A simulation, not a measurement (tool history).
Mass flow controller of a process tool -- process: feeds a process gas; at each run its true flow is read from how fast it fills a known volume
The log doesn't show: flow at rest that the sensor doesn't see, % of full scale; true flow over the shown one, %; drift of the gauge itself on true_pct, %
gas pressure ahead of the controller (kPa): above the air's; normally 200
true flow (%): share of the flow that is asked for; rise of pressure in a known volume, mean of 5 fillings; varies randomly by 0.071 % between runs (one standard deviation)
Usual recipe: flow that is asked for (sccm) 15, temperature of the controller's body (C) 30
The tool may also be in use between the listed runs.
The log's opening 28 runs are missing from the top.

| run | hour | flow that is asked for (sccm) | gas pressure ahead of the controller (kPa) | temperature of the controller's body (C) | hours of work since the controller was set to zero | hours of work since the controller was changed | true flow (%) |
|---|---|---|---|---|---|---|---|
| 29 | 5247.5 | 6 | 152 | 25 | 3185 | 3185 | 99.13 |
| 30 | 5517.4 | 15 | 197 | 30 | 3353 | 3353 | 99.86 |
| 31 | 5788.2 | 15 | 197 | 30 | 3522 | 3522 | 99.75 |
| 32 | 5994.7 | 6 | 224 | 30 | 3650 | 3650 | 99.96 |
| 33 | 6141.5 | 7 | 198 | 39 | 3742 | 3742 | 100.75 |
| 34 | 6334 | 19 | 200 | 38 | 3861 | 3861 | 100.73 |
| 35 | 6606.3 | 15 | 193 | 30 | 4031 | 4031 | 99.88 |
| 36 | 6877.9 | 15 | 193 | 30 | 4200 | 4200 | 99.69 |
| 37 | 7070.7 | 36 | 170 | 31 | 4320 | 4320 | 100.26 |
| 38 | 7292.1 | 30 | 170 | 31 | 4458 | 4458 | 100.21 |
| 39 | 7445.2 | 21 | 170 | 29 | 4553 | 4553 | 99.79 |
| 40 | 7713.5 | 6 | 152 | 30 | 4720 | 4720 | 99.65 |
| 41 | 7856.4 | 33 | 202 | 30 | 4809 | 4809 | 100.24 |
| 42 | 7969.7 | 33 | 202 | 30 | 4880 | 4880 | 100.13 |
| 43 | 8213.9 | 35 | 183 | 30 | 5032 | 5032 | 100.18 |
| 44 | 8359.3 | 35 | 183 | 30 | 5123 | 5123 | 100.2 |
| 45 | 8599.5 | 15 | 188 | 30 | 5272 | 5272 | 99.8 |
| 46 | 8861.7 | 12 | 202 | 30 | 5435 | 5435 | 99.92 |
| 47 | 9123.5 | 12 | 219 | 29 | 5599 | 5599 | 99.89 |
|  | 9385.6 | controller exchanged for a calibrated one |
| 48 | 9385.6 | 15 | 200 | 33 | 0 | 0 | 100.26 |

Consider 3 possible next runs. They are alternatives, not a sequence: every one starts from the tool as it was left by run 48. What does each give?
| A | 9638.1 | 31 | 149 | 31 | 157 | 157 | ? |
| B | 9638.1 | 13 | 203 | 27 | 157 | 157 | ? |
| C | 9638.1 | 15 | 200 | 35 | 157 | 157 | ? |

| run | true flow (%) |
|---|---|
| A | 99.96 |
| B | 99.5 |
| C | 100.41 |
With no hidden state in the tool, these same runs would have given:
| run | true flow (%) |
|---|---|
| A | 99.96 |
| B | 99.5 |
| C | 100.41 |

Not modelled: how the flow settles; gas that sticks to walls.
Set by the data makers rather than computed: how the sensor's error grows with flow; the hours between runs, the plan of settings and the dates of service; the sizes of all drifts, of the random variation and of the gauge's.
